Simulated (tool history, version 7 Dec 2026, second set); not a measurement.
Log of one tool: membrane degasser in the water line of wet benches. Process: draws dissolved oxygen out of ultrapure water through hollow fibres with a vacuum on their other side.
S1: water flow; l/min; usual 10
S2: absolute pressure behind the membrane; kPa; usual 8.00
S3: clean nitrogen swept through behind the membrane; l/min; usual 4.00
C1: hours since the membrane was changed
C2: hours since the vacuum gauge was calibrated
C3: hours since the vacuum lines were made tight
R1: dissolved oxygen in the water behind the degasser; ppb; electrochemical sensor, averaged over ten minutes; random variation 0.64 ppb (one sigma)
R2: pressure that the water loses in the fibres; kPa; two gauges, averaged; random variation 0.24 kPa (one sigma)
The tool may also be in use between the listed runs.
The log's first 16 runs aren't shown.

run    hour  S1     S2     S3    C1    C2    C3     R1     R2
 17  4149.2  10   8.00   4.00  4297  1694  4297   56.8  62.51
 18  4382.3  14  14.39   6.61  4530  1927  4530  133.7  87.09
 19  4670.8  14  14.39   4.11  4818  2215  4818  167.1  86.84
 20  4860.1  14  14.39   4.11  5008  2404  5008  168.3  87.46
 21  5083.0  14  14.39   4.11  5231  2627  5231  168.9  87.18
 22  5358.4  14  14.39   7.02  5506  2903  5506  132.3  87.47
     5471.2  -- seals of the vacuum lines changed
 23  5575.4  14  14.39   7.02  5721  3118   104  129.7  87.71
 24  5918.4  13   8.00   6.17  6064  3461   447   86.1  81.33
 25  6120.6  14   6.57   4.87  6266  3663   649  100.5  87.94
 26  6316.0  14   6.57   4.87  6462  3858   845  101.7  88.12
 27  6649.6  14  19.26  11.22  6795  4192  1178  125.8  87.85
 28  6978.0  14  19.26   7.70  7124  4520  1507  145.5  87.86
 29  7175.0  10  15.08   4.00  7321  4717  1704  101.2  62.67
 30  7352.2  14  10.16  10.85  7498  4895  1881   99.1  88.18
 31  7632.2  14  10.16  10.85  7778  5175  2161   98.8  87.21

3 ways to go on from here, each from the tool as it stands after run 31. What would each give?
  A  7896.2  10   5.47  5.86  8042  5439  2425   ?   ?
  B  7896.2  13  10.16  2.99  8042  5439  2425   ?   ?
  C  7896.2   9  13.15  7.58  8042  5439  2425   ?   ?

run     R1     R2
  A   37.4  62.52
  B  135.9  81.65
  C   47.5  56.37
Without the tool's hidden state the same runs would have given:
run     R1     R2
  A   37.4  61.57
  B  135.8  80.41
  C   47.4  55.52
